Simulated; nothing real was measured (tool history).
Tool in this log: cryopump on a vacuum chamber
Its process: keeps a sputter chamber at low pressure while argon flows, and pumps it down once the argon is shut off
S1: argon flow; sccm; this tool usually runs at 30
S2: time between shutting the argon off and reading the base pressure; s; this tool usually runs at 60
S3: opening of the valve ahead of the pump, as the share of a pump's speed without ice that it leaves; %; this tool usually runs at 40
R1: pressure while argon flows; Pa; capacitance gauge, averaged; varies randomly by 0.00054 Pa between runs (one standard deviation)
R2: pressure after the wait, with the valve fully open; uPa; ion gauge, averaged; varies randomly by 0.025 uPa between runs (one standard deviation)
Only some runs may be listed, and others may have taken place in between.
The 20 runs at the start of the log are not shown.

run	hour	S1	S2	S3	R1	R2
21	851.7	30	60	38	0.0604	1.2
22	915.6	30	102	40	0.058	0.84
23	977.7	45	114	19	0.1775	0.81
24	1024.1	45	114	19	0.177	0.85
# hour 1085.7: pump warmed up, emptied and cooled again
25	1085.7	30	42	19	0.1142	1.58
26	1124.9	30	42	19	0.1149	1.53
27	1162.6	20	21	16	0.0897	2.88
28	1223.4	24	21	16	0.1086	2.9
29	1284	24	21	16	0.1095	2.83
30	1348.5	33	60	40	0.0614	1.33
31	1406.6	17	294	33	0.0371	0.63
32	1461.6	38	24	26	0.1073	2.62
33	1489.1	38	24	26	0.1076	2.63
34	1522.5	20	60	40	0.0369	1.37
35	1562.2	30	84	47	0.0484	1.12

Branching from run 35: 3 alternative next runs. What would each branch give?
A	1594.5	30	153	25	?	?
B	1594.5	13	84	47	?	?
C	1594.5	30	274	47	?	?

run	R1	R2
A	0.0885	0.91
B	0.0218	1.11
C	0.048	0.72
Take away the tool's hidden state, keep each run's random variation, and the runs would have read:
run	R1	R2
A	0.0858	0.51
B	0.0206	0.72
C	0.0453	0.32
